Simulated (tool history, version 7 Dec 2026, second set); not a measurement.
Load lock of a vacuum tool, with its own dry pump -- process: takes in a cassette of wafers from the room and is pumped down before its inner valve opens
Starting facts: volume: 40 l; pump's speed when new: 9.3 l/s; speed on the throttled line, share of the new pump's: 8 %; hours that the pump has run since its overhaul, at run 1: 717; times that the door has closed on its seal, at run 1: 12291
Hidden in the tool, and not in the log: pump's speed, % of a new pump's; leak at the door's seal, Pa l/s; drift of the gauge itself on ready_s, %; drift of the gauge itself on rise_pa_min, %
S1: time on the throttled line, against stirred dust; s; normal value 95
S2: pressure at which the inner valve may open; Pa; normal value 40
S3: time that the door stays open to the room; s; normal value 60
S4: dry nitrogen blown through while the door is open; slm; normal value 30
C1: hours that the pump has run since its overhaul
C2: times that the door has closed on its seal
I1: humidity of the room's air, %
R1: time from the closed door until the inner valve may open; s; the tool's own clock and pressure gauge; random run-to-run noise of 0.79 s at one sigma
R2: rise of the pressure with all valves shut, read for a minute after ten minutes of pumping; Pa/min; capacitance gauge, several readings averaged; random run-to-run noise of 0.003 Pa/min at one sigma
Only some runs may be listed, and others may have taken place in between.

run 1 hour=0 | S1=95 S2=40 S3=60 S4=30 | C1=717 C2=12291 | I1=42.2 | R1=121 R2=0.107
run 2 hour=204.3 | S1=95 S2=40 S3=60 S4=30 | C1=921 C2=13247 | I1=46.8 | R1=120.1 R2=0.117
run 3 hour=419.6 | S1=95 S2=40 S3=60 S4=30 | C1=1136 C2=14254 | I1=44.8 | R1=120.8 R2=0.128
run 4 hour=646.9 | S1=95 S2=40 S3=60 S4=12 | C1=1364 C2=15318 | I1=46.2 | R1=121.1 R2=0.157
run 5 hour=877 | S1=95 S2=40 S3=60 S4=12 | C1=1594 C2=16395 | I1=47 | R1=121.1 R2=0.164
run 6 hour=1004.4 | S1=95 S2=40 S3=60 S4=12 | C1=1721 C2=16991 | I1=48.6 | R1=120.3 R2=0.176
run 7 hour=1233 | S1=78 S2=40 S3=60 S4=12 | C1=1950 C2=18060 | I1=46.6 | R1=105.1 R2=0.183
run 8 hour=1370.6 | S1=78 S2=40 S3=60 S4=12 | C1=2087 C2=18704 | I1=44.8 | R1=105.5 R2=0.188
run 9 hour=1554.8 | S1=95 S2=40 S3=60 S4=30 | C1=2271 C2=19566 | I1=42.6 | R1=121.9 R2=0.174
run 10 hour=1678.7 | S1=95 S2=40 S3=92 S4=30 | C1=2395 C2=20146 | I1=50.7 | R1=123.1 R2=0.213
run 11 hour=1790.3 | S1=95 S2=40 S3=92 S4=30 | C1=2507 C2=20668 | I1=45.1 | R1=122.1 R2=0.21
run 12 hour=1906 | S1=95 S2=40 S3=92 S4=30 | C1=2623 C2=21210 | I1=45.9 | R1=122.2 R2=0.213
run 13 hour=2082.1 | S1=95 S2=40 S3=92 S4=30 | C1=2799 C2=22033 | I1=46.8 | R1=121.1 R2=0.231
run 14 hour=2249.2 | S1=95 S2=40 S3=92 S4=30 | C1=2966 C2=22815 | I1=46.4 | R1=121.2 R2=0.237
run 15 hour=2436.2 | S1=95 S2=40 S3=60 S4=30 | C1=3153 C2=23690 | I1=45.6 | R1=121.3 R2=0.228
run 16 hour=2588.4 | S1=95 S2=40 S3=60 S4=30 | C1=3305 C2=24403 | I1=44.1 | R1=121.3 R2=0.244
run 17 hour=2771.8 | S1=95 S2=40 S3=60 S4=30 | C1=3488 C2=25260 | I1=42.4 | R1=121.4 R2=0.251
run 18 hour=2939.5 | S1=95 S2=40 S3=60 S4=30 | C1=3656 C2=26045 | I1=44.5 | R1=121.9 R2=0.267
run 19 hour=3049.8 | S1=95 S2=40 S3=60 S4=30 | C1=3766 C2=26561 | I1=45.6 | R1=122.1 R2=0.273
run 20 hour=3256.6 | S1=95 S2=40 S3=60 S4=30 | C1=3973 C2=27529 | I1=44.7 | R1=121.8 R2=0.286
run 21 hour=3404.1 | S1=140 S2=33 S3=170 S4=30 | C1=4121 C2=28219 | I1=43.9 | R1=164.1 R2=0.327
run 22 hour=3629.2 | S1=185 S2=32 S3=45 S4=13 | C1=4346 C2=29273 | I1=43.7 | R1=205.1 R2=0.315
run 23 hour=3749.1 | S1=52 S2=40 S3=196 S4=30 | C1=4466 C2=29834 | I1=47.8 | R1=82.4 R2=0.371
run 24 hour=3923.5 | S1=185 S2=28 S3=196 S4=30 | C1=4640 C2=30650 | I1=46.7 | R1=206.9 R2=0.38
run 25 hour=4025.6 | S1=185 S2=28 S3=74 S4=30 | C1=4742 C2=31128 | I1=47.4 | R1=205.4 R2=0.346
run 26 hour=4179.7 | S1=185 S2=28 S3=74 S4=30 | C1=4896 C2=31848 | I1=44.7 | R1=207 R2=0.357
run 27 hour=4368.8 | S1=185 S2=28 S3=74 S4=30 | C1=5085 C2=32733 | I1=46.6 | R1=206.9 R2=0.374
run 28 hour=4461.4 | S1=93 S2=46 S3=52 S4=8 | C1=5178 C2=33166 | I1=42.7 | R1=120.8 R2=0.384
run 29 hour=4590.7 | S1=49 S2=48 S3=110 S4=10 | C1=5307 C2=33771 | I1=41.2 | R1=79.9 R2=0.414
run 30 hour=4709.6 | S1=49 S2=48 S3=110 S4=10 | C1=5426 C2=34328 | I1=45.4 | R1=79.4 R2=0.422
run 31 hour=4823.5 | S1=49 S2=45 S3=110 S4=5 | C1=5540 C2=34861 | I1=48.2 | R1=79.7 R2=0.459
run 32 hour=4984 | S1=49 S2=45 S3=110 S4=5 | C1=5701 C2=35612 | I1=45.3 | R1=79.5 R2=0.46
run 33 hour=5157.7 | S1=61 S2=66 S3=31 S4=25 | C1=5874 C2=36425 | I1=45.6 | R1=88.7 R2=0.418
run 34 hour=5325.1 | S1=61 S2=66 S3=31 S4=25 | C1=6042 C2=37208 | I1=45.9 | R1=88.1 R2=0.427
run 35 hour=5501.8 | S1=61 S2=66 S3=31 S4=25 | C1=6219 C2=38035 | I1=49.1 | R1=89.5 R2=0.446
run 36 hour=5716.9 | S1=95 S2=47 S3=51 S4=30 | C1=6434 C2=39041 | I1=44.3 | R1=122.7 R2=0.469
run 37 hour=5869.8 | S1=159 S2=45 S3=25 S4=30 | C1=6587 C2=39757 | I1=44 | R1=179 R2=0.471
run 38 hour=5979.2 | S1=134 S2=40 S3=60 S4=20 | C1=6696 C2=40268 | I1=43.4 | R1=158.9 R2=0.509

Pick out some run-to-run changes in R1. Of each, how much would a tool without hidden state show as well, from the settings, what came in and chance, and how much is left for the hidden state and any gauge scatter not in both results compared?
Run 22 -> 23: S1 185 -> 52, S2 32 -> 40, S3 45 -> 196, S4 13 -> 30. R1 -122.7 s: hidden state +0.4, all else -123.1.
Run 23 -> 24: S1 52 -> 185, S2 40 -> 28. R1 +124.5 s: hidden state -0.2, all else +124.7.
Run 27 -> 28: S1 185 -> 93, S2 28 -> 46, S3 74 -> 52, S4 30 -> 8. R1 -86.1 s: hidden state +0.3, all else -86.4.
Run 36 -> 37: S1 95 -> 159, S2 47 -> 45, S3 51 -> 25. R1 +56.3 s: hidden state -0.3, all else +56.6.
